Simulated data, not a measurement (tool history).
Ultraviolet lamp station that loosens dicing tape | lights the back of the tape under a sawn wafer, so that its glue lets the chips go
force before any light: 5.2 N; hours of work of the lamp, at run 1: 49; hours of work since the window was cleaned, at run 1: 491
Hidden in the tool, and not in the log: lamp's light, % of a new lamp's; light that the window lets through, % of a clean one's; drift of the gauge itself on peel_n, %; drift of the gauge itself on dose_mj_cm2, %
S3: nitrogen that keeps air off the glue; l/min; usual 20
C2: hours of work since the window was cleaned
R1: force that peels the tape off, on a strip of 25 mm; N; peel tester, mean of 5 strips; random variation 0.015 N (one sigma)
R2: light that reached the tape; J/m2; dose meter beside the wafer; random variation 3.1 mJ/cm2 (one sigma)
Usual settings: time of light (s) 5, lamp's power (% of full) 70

Run 1, hour 0.0: usual settings; hours of work of the lamp 49; C2 491. Result: R1 0.808 N, R2 4370 J/m2.
Run 2, hour 9.0: usual settings but time of light (s) 8; hours of work of the lamp 55; C2 497. Result: R1 0.330 N, R2 6960 J/m2.
Run 3, hour 15.1: usual settings but S3 24 l/min; hours of work of the lamp 59; C2 501. Result: R1 0.757 N, R2 4310 J/m2.
Run 4, hour 21.3: usual settings but S3 24 l/min; hours of work of the lamp 63; C2 505. Result: R1 0.796 N, R2 4320 J/m2.
Run 5, hour 33.6: usual settings but lamp's power (% of full) 95; hours of work of the lamp 71; C2 513. Result: R1 0.463 N, R2 5850 J/m2.
Run 6, hour 47.0: usual settings but lamp's power (% of full) 95; hours of work of the lamp 79; C2 521. Result: R1 0.468 N, R2 5830 J/m2.
Run 7, hour 56.9: usual settings but lamp's power (% of full) 95; hours of work of the lamp 86; C2 528. Result: R1 0.474 N, R2 5800 J/m2.
Run 8, hour 64.2: usual settings but S3 24 l/min; hours of work of the lamp 90; C2 533. Result: R1 0.786 N, R2 4280 J/m2.
Run 9, hour 78.0: usual settings but time of light (s) 9; hours of work of the lamp 99; C2 541. Result: R1 0.266 N, R2 7690 J/m2.
Run 10, hour 91.8: usual settings but time of light (s) 9; hours of work of the lamp 108; C2 550. Result: R1 0.261 N, R2 7610 J/m2.
Run 11, hour 102.1: usual settings but time of light (s) 3, lamp's power (% of full) 96, S3 19 l/min; hours of work of the lamp 115; C2 557. Result: R1 1.243 N, R2 3520 J/m2.
Run 12, hour 110.2: usual settings but time of light (s) 3, lamp's power (% of full) 74; hours of work of the lamp 120; C2 562. Result: R1 1.640 N, R2 2670 J/m2.
Run 13, hour 120.0: usual settings but time of light (s) 2, lamp's power (% of full) 91, S3 9 l/min; hours of work of the lamp 126; C2 568. Result: R1 2.466 N, R2 2240 J/m2.
At hour 121.3: window cleaned of glue's vapour.
Run 14, hour 128.3: usual settings but time of light (s) 2, lamp's power (% of full) 91, S3 9 l/min; hours of work of the lamp 131; C2 5. Result: R1 2.414 N, R2 2100 J/m2.
Run 15, hour 141.0: usual settings but time of light (s) 2, lamp's power (% of full) 91, S3 9 l/min; hours of work of the lamp 139; C2 13. Result: R1 2.564 N, R2 2100 J/m2.
Run 16, hour 153.1: usual settings but time of light (s) 4, lamp's power (% of full) 83, S3 35 l/min; hours of work of the lamp 147; C2 21. Result: R1 0.842 N, R2 3850 J/m2.
Run 17, hour 159.5: usual settings but time of light (s) 3, lamp's power (% of full) 79, S3 22 l/min; hours of work of the lamp 151; C2 25. Result: R1 1.479 N, R2 2760 J/m2.
At hour 161.4: window cleaned of glue's vapour, once more.
Run 18, hour 168.5: usual settings but time of light (s) 7, lamp's power (% of full) 63, S3 22 l/min; hours of work of the lamp 157; C2 5. Result: R1 0.482 N, R2 5660 J/m2.
Run 19, hour 182.5: usual settings but time of light (s) 2, lamp's power (% of full) 94, S3 14 l/min; hours of work of the lamp 166; C2 14. Result: R1 1.987 N, R2 2410 J/m2.
Run 20, hour 193.1: usual settings but lamp's power (% of full) 87; hours of work of the lamp 173; C2 20. Result: R1 0.533 N, R2 5530 J/m2.

3 ways to go on from here, each from the tool as it stands after run 20. What would each give?
Run A, hour 200.1: usual settings but time of light (s) 6, lamp's power (% of full) 89, S3 8 l/min; hours of work of the lamp 177; C2 25. Result: R1 ?, R2 ?.
Run B, hour 200.1: usual settings but S3 19 l/min; hours of work of the lamp 177; C2 25. Result: R1 ?, R2 ?.
Run C, hour 200.1: usual settings but time of light (s) 2, S3 8 l/min; hours of work of the lamp 177; C2 25. Result: R1 ?, R2 ?.

run     R1    R2
  A  0.599  6840
  B  0.805  4470
  C  2.866  1750
Without the tool's hidden state the same runs would have given:
run     R1    R2
  A  0.515  7380
  B  0.704  4820
  C  2.736  1890
